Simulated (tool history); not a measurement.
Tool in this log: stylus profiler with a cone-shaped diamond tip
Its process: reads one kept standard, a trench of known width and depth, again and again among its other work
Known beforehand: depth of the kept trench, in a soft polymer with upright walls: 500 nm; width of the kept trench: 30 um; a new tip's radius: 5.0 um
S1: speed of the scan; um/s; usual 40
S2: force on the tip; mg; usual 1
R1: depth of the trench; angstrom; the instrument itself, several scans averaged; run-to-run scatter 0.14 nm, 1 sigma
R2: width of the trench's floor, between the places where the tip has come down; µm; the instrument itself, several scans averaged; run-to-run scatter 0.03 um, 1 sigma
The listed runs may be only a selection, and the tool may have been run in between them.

run,hour,S1,S2,R1,R2
1,0,40,1,5039.6,25.32
2,116.3,40,1,5041.7,25.33
3,200.6,40,1,5040,25.26
4,271.6,40,1,5040.3,25.29
5,323.9,40,1,5041.4,25.29
6,433.9,40,1,5041.4,25.27
7,550.8,40,1,5039.8,25.3
# hour 582.3: new tip fitted, height scale calibrated
8,656.7,40,1,5039.9,25.35
9,766.2,78,1,5041.6,24.99
10,823.9,78,1,5039.9,25.02
11,929.3,63,2.08,5065.8,25.22
12,1047,63,2.08,5065.8,25.29
13,1135.2,13,0.9,5036.5,25.53
14,1185.9,44,1.44,5050.7,25.31
15,1244.1,18,0.76,5035.2,25.46
16,1344.9,18,0.76,5033.4,25.39
17,1454.2,60,1.06,5044.5,25.15
18,1517.6,60,2.33,5072.3,25.31
19,1576.1,60,2.33,5071.4,25.33

Forecast each of these 3 alternatives for the next run:
A,1693.6,60,0.77,?,?
B,1693.6,51,1.17,?,?
C,1693.6,22,0.59,?,?

run,R1,R2
A,5033.8,25.07
B,5044.8,25.19
C,5030.6,25.41
Stripped of hidden state, with their random variation kept, the same runs would have yielded:
run,R1,R2
A,5033.8,25.09
B,5044.8,25.22
C,5030.5,25.43

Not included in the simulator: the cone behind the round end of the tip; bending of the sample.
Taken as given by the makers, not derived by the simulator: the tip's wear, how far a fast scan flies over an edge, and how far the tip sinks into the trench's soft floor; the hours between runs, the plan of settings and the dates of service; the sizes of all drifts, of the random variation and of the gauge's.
